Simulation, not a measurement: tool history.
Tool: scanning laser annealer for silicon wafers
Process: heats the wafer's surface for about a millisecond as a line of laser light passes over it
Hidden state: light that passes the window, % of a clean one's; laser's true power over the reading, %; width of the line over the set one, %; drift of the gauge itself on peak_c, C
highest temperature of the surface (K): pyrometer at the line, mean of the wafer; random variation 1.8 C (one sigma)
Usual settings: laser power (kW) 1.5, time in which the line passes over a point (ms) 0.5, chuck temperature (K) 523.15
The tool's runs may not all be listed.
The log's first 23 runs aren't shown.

run,hour,laser power (kW),time in which the line passes over a point (ms),chuck temperature (K),hours of work since the window was cleaned,hours of work since the power meter was calibrated,hours of work since the optics were aligned,highest temperature of the surface (K)
# hour 1233.3: optics aligned, line set to its width
24,1304.5,1.328,0.5,537.15,345,1930,47,1209.15
25,1352.4,1.553,0.546,523.15,377,1962,79,1344.15
26,1396.2,1.5,0.522,506.15,406,1991,108,1281.15
27,1449.6,1.424,0.56,549.15,442,2026,143,1304.15
# hour 1456.2: laser's power meter calibrated
28,1499.2,1.424,0.419,549.15,472,29,174,1203.15
29,1541.5,1.424,0.419,549.15,501,57,202,1204.15
30,1572.8,1.5,0.5,559.15,521,77,223,1307.15
31,1613.2,1.5,0.5,559.15,548,104,250,1306.15
32,1645,1.5,0.5,559.15,569,125,271,1305.15
33,1717,1.5,0.543,487.15,617,173,319,1259.15
# hour 1757.8: laser's power meter calibrated, once more
34,1763.8,1.641,0.524,487.15,646,4,348,1330.15
35,1801.1,1.5,0.585,488.15,671,29,372,1296.15
36,1855.8,1.426,0.585,533.15,707,65,409,1298.15
37,1891.7,1.461,0.462,531.15,731,89,432,1238.15
38,1955.3,1.293,0.415,524.15,773,131,475,1111.15
39,1987.2,1.312,0.541,557.15,794,152,496,1231.15
# hour 2025.8: window over the wafer cleaned
40,2039.3,1.567,0.548,547.15,9,185,529,1392.15
41,2098.8,1.567,0.548,547.15,48,225,568,1386.15

3 ways to go on from here, each from the tool as it stands after run 41. What would each give?
A,2152,1.319,0.519,505.15,84,260,604,?
B,2152,1.567,0.487,547.15,84,260,604,?
C,2152,1.577,0.548,502.15,84,260,604,?

run,highest temperature of the surface (K)
A,1190.15
B,1347.15
C,1350.15
Without the tool's hidden state the same runs would have given:
run,highest temperature of the surface (K)
A,1202.15
B,1361.15
C,1365.15
